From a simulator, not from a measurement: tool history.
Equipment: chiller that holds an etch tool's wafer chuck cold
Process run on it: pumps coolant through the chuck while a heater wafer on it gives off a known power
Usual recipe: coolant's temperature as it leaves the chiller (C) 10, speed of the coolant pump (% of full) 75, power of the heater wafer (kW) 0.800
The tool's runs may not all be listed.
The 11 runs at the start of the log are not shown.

run,hour,coolant's temperature as it leaves the chiller (C),speed of the coolant pump (% of full),power of the heater wafer (kW),hours since the coolant was changed and the channels were flushed,hours since the pump was overhauled,hours since the chiller's thermometer was calibrated,chuck's temperature once it has settled (C),how much warmer the coolant comes back (C)
12,910.7,14,75,0.800,2026,1740,2081,25.0,3.15
13,977.2,14,75,0.800,2092,1807,2147,25.1,3.13
14,1024.5,14,75,0.800,2139,1854,2194,25.2,3.13
15,1129.8,10,75,0.800,2245,1959,2300,21.2,3.17
16,1190.5,11,76,0.589,2305,2020,2360,19.2,2.33
17,1272.9,8,61,0.539,2388,2102,2443,17.1,2.66
18,1367.9,12,74,0.728,2483,2197,2538,22.4,2.93
19,1422.8,12,88,0.456,2538,2252,2593,17.5,1.49
20,1506.3,12,79,0.408,2621,2336,2676,17.5,1.56
21,1601.9,12,79,0.408,2717,2431,2772,17.5,1.55
22,1652.0,8,62,1.178,2767,2481,2822,28.6,5.77
23,1703.9,8,62,1.178,2819,2533,2874,28.5,5.77
24,1772.9,18,62,1.178,2888,2602,2943,38.6,5.78
25,1859.1,18,62,1.178,2974,2688,3029,38.7,5.87
26,1947.0,17,86,0.522,3062,2776,3117,23.8,1.81
27,1998.9,17,86,0.522,3114,2828,3169,23.8,1.87
28,2103.8,17,86,0.522,3219,2933,3274,23.6,1.83
29,2216.9,17,86,0.522,3332,3046,3387,23.9,1.77
30,2290.8,4,86,0.575,3406,3120,3461,11.6,1.97

4 ways to go on from here, each from the tool as it stands after run 30. What would each give?
A,2399.0,13,86,0.575,3514,3228,3569,?,?
B,2399.0,10,76,0.714,3514,3228,3569,?,?
C,2399.0,18,71,0.439,3514,3228,3569,?,?
D,2399.0,3,75,0.436,3514,3228,3569,?,?

run,chuck's temperature once it has settled (C),how much warmer the coolant comes back (C)
A,20.6,2.01
B,20.6,2.96
C,24.9,1.92
D,9.7,1.77
Stripped of hidden state, with their random variation kept, the same runs would have yielded:
run,chuck's temperature once it has settled (C),how much warmer the coolant comes back (C)
A,19.2,1.84
B,18.7,2.72
C,23.7,1.76
D,8.6,1.63
